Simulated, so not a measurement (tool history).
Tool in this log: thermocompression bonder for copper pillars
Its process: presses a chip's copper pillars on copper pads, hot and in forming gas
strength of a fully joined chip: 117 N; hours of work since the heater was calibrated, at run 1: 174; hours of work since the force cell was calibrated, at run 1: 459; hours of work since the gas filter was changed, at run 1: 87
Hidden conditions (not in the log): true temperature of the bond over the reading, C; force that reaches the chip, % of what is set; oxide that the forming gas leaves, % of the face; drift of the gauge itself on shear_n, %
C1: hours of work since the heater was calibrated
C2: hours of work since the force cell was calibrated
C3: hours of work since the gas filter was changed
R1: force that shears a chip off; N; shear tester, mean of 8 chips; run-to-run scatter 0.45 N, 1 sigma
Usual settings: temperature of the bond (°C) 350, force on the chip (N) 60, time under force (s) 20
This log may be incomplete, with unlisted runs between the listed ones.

{"run": 1, "hour": 0.0, "temperature of the bond (°C)": 350, "force on the chip (N)": 60, "time under force (s)": 20, "C1": 174, "C2": 459, "C3": 87, "R1": 47.5}
{"run": 2, "hour": 28.8, "temperature of the bond (°C)": 350, "force on the chip (N)": 60, "time under force (s)": 20, "C1": 187, "C2": 472, "C3": 100, "R1": 47.3}
{"run": 3, "hour": 63.3, "temperature of the bond (°C)": 350, "force on the chip (N)": 60, "time under force (s)": 20, "C1": 203, "C2": 488, "C3": 116, "R1": 46.8}
{"run": 4, "hour": 86.8, "temperature of the bond (°C)": 350, "force on the chip (N)": 60, "time under force (s)": 20, "C1": 214, "C2": 498, "C3": 127, "R1": 47}
{"run": 5, "hour": 118.2, "temperature of the bond (°C)": 350, "force on the chip (N)": 60, "time under force (s)": 20, "C1": 228, "C2": 513, "C3": 141, "R1": 47.1}
{"run": 6, "hour": 151.4, "temperature of the bond (°C)": 350, "force on the chip (N)": 60, "time under force (s)": 20, "C1": 243, "C2": 528, "C3": 156, "R1": 46.9}
{"run": 7, "hour": 177.5, "temperature of the bond (°C)": 350, "force on the chip (N)": 60, "time under force (s)": 20, "C1": 255, "C2": 540, "C3": 168, "R1": 46.9}
{"run": 8, "hour": 211.7, "temperature of the bond (°C)": 350, "force on the chip (N)": 60, "time under force (s)": 20, "C1": 271, "C2": 555, "C3": 184, "R1": 47.4}
{"run": 9, "hour": 243.3, "temperature of the bond (°C)": 350, "force on the chip (N)": 60, "time under force (s)": 20, "C1": 285, "C2": 570, "C3": 198, "R1": 47.1}
{"run": 10, "hour": 266.7, "temperature of the bond (°C)": 350, "force on the chip (N)": 60, "time under force (s)": 20, "C1": 296, "C2": 580, "C3": 209, "R1": 47}
{"run": 11, "hour": 288.4, "temperature of the bond (°C)": 350, "force on the chip (N)": 60, "time under force (s)": 20, "C1": 306, "C2": 590, "C3": 219, "R1": 46.7}
{"hour": 316.0, "done": "forming gas filter changed"}
{"run": 12, "hour": 335.7, "temperature of the bond (°C)": 350, "force on the chip (N)": 90, "time under force (s)": 20, "C1": 327, "C2": 612, "C3": 9, "R1": 66.1}
{"run": 13, "hour": 381.8, "temperature of the bond (°C)": 350, "force on the chip (N)": 90, "time under force (s)": 20, "C1": 348, "C2": 633, "C3": 30, "R1": 66.1}
{"run": 14, "hour": 402.4, "temperature of the bond (°C)": 375, "force on the chip (N)": 87, "time under force (s)": 16, "C1": 358, "C2": 642, "C3": 39, "R1": 72.8}
{"run": 15, "hour": 446.3, "temperature of the bond (°C)": 375, "force on the chip (N)": 87, "time under force (s)": 16, "C1": 378, "C2": 662, "C3": 60, "R1": 72.3}
{"run": 16, "hour": 470.1, "temperature of the bond (°C)": 375, "force on the chip (N)": 87, "time under force (s)": 16, "C1": 389, "C2": 673, "C3": 70, "R1": 73.4}
{"run": 17, "hour": 500.6, "temperature of the bond (°C)": 345, "force on the chip (N)": 43, "time under force (s)": 20, "C1": 402, "C2": 687, "C3": 84, "R1": 31.7}
{"run": 18, "hour": 547.3, "temperature of the bond (°C)": 350, "force on the chip (N)": 47, "time under force (s)": 37, "C1": 424, "C2": 708, "C3": 106, "R1": 47.7}
{"run": 19, "hour": 575.0, "temperature of the bond (°C)": 360, "force on the chip (N)": 82, "time under force (s)": 51, "C1": 436, "C2": 721, "C3": 118, "R1": 86.5}
{"run": 20, "hour": 606.3, "temperature of the bond (°C)": 360, "force on the chip (N)": 61, "time under force (s)": 51, "C1": 451, "C2": 735, "C3": 133, "R1": 71.8}
{"run": 21, "hour": 641.2, "temperature of the bond (°C)": 364, "force on the chip (N)": 69, "time under force (s)": 34, "C1": 467, "C2": 751, "C3": 148, "R1": 71.3}
{"run": 22, "hour": 668.0, "temperature of the bond (°C)": 378, "force on the chip (N)": 37, "time under force (s)": 20, "C1": 479, "C2": 763, "C3": 161, "R1": 38.6}
{"run": 23, "hour": 697.8, "temperature of the bond (°C)": 354, "force on the chip (N)": 48, "time under force (s)": 20, "C1": 492, "C2": 777, "C3": 174, "R1": 39.8}

Branching from run 23: 4 alternative next runs. What would each branch give?
{"run": "A", "hour": 733.4, "temperature of the bond (°C)": 354, "force on the chip (N)": 48, "time under force (s)": 34, "C1": 509, "C2": 793, "C3": 191, "R1": "?"}
{"run": "B", "hour": 733.4, "temperature of the bond (°C)": 350, "force on the chip (N)": 60, "time under force (s)": 20, "C1": 509, "C2": 793, "C3": 191, "R1": "?"}
{"run": "C", "hour": 733.4, "temperature of the bond (°C)": 354, "force on the chip (N)": 48, "time under force (s)": 28, "C1": 509, "C2": 793, "C3": 191, "R1": "?"}
{"run": "D", "hour": 733.4, "temperature of the bond (°C)": 350, "force on the chip (N)": 66, "time under force (s)": 25, "C1": 509, "C2": 793, "C3": 191, "R1": "?"}

run=A R1=49.9
run=B R1=46.2
run=C R1=44.7
run=D R1=55.8
Take away the tool's hidden state, keep each run's random variation, and the runs would have read:
run=A R1=50
run=B R1=46.4
run=C R1=44.8
run=D R1=56

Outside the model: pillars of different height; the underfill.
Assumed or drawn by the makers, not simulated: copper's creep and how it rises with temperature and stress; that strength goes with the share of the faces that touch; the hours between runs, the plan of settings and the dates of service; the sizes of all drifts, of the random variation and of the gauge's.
